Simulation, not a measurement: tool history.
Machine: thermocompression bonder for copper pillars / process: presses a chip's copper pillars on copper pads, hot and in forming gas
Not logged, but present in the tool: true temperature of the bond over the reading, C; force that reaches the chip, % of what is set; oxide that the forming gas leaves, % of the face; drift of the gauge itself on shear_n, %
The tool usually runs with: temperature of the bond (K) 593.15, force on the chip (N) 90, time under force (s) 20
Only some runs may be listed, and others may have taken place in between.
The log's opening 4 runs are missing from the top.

run	day	temperature of the bond (K)	force on the chip (N)	time under force (s)	hours of work since the heater was calibrated	hours of work since the force cell was calibrated	hours of work since the gas filter was changed	force that shears a chip off (N)
5	0.838	593.15	90	20	529	173	266	38.8
6	1.017	593.15	90	20	532	176	269	38.7
# day 1.142: forming gas filter changed
7	1.217	593.15	90	20	535	179	1	42.6
8	1.575	593.15	90	20	542	186	8	43.0
9	1.954	593.15	90	20	548	193	14	42.1
10	2.329	593.15	90	20	555	199	21	42.1
11	2.496	593.15	90	20	558	202	24	41.6
12	2.725	593.15	90	20	562	206	28	43.6
13	3.008	593.15	75	20	567	211	33	37.9
14	3.371	593.15	64	20	574	218	40	36.0
15	3.683	593.15	90	17	579	223	45	39.0
16	4.075	593.15	90	17	586	230	52	38.8
17	4.350	593.15	90	17	591	235	57	38.7
18	4.508	593.15	91	42	594	238	60	53.9
19	4.725	593.15	91	42	598	242	64	54.4
20	4.925	593.15	112	20	601	246	68	46.4
21	5.212	593.15	112	20	606	251	73	45.7
22	5.496	593.15	80	20	611	256	78	38.5
23	5.838	600.15	64	28	618	262	84	42.0
24	6.183	613.15	113	18	624	268	90	51.9
25	6.362	569.15	126	20	627	271	93	35.8
26	6.533	619.15	57	20	630	274	96	42.6
27	6.862	608.15	90	17	636	280	102	44.9
28	7.171	608.15	90	17	641	286	108	44.4
29	7.342	581.15	90	20	644	289	111	35.3

What does the tool deliver on the next run?
30	7.538	593.15	90	22	648	292	114	?

{"run 30": {"force that shears a chip off (N)": 41.6}}
With no hidden state in the tool, this same run would have given force that shears a chip off (N) 49.1.
